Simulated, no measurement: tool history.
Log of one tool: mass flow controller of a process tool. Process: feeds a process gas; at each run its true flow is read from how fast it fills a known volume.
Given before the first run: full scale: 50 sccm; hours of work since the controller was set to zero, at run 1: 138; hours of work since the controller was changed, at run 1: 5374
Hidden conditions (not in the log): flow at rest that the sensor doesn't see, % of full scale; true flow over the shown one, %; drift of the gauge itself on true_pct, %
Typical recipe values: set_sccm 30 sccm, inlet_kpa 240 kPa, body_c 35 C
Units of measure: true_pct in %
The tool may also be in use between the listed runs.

run     hour  set_sccm  inlet_kpa  body_c  hours of work since the controller was set to zero  hours of work since the controller was changed  true_pct
  1        0        30        240      35                                                 138                                            5374     98.92
  2    296.2        30        240      35                                                 279                                            5515     98.95
  3    730.6        30        240      35                                                 486                                            5723     99.07
  4    942.5        30        218      35                                                 588                                            5824      99.2
  5   1332.8        30        240      30                                                 774                                            6010     98.62
  6   1634.4        30        274      35                                                 918                                            6154     98.73
  7   2006.9        45        240      35                                                1096                                            6332     99.98
  8   2342.2        45        240      35                                                1256                                            6492    100.07
  9   2591.3        45        240      35                                                1375                                            6611     99.87
 10   2807.8        45        240      35                                                1478                                            6714     99.99
 11   3065.5        30        240      35                                                1601                                            6837     99.01
 12   3355.4        30        240      35                                                1739                                            6976     98.94
 13   3810.4        30        240      35                                                1957                                            7193     98.99
 14   4014.7        30        240      35                                                2054                                            7290     99.03
 15   4443.7        30        240      35                                                2259                                            7495     98.96
 16   4816.6        30        240      35                                                2437                                            7673     99.07
 17   5216.6        20        240      35                                                2628                                            7864     98.32
 18   5545.8        20        240      35                                                2785                                            8021     98.36
 19   5911.6        39        209      26                                                2960                                            8196     99.23
 20   6152.1        18        150      35                                                3074                                            8311     98.82
 21   6477.7        18        150      35                                                3230                                            8466     99.03
 22   6937.9        19        240      35                                                3450                                            8686     98.33
 23   7154.1        19        240      35                                                3553                                            8789     98.25
 24   7427.6        37        180      28                                                3683                                            8920     99.47
 25   7808.5        22        201      28                                                3865                                            9102     98.47
 26   8000.1        30        160      35                                                3957                                            9193     99.68
 27   8430.9        13        160      35                                                4162                                            9399     98.55
 28   8807.9        13        160      35                                                4342                                            9579     98.58
 29   9150.1        15        158      35                                                4506                                            9742      98.6
 30   9433.9         9        250      37                                                4641                                            9877     97.58
 31   9776.5        27        187      39                                                4805                                           10041     99.49
 32  10054.3        30        162      33                                                4937                                           10174     99.47
     10278.1  -- controller's zero set anew
 33  10365.8        30        162      33                                                  42                                           10322     99.63
 34    10771        37        269      38                                                 235                                           10515     99.51
 35  11221.6        37        269      31                                                 450                                           10731     99.15

Entry by entry between the runs, the difference in hidden state between the last listed run before and the first listed run after:
Between runs 32 and 33: controller's zero set anew (hour 10278.1)
  flow at rest that the sensor doesn't see, % of full scale: 0.002 -> 0
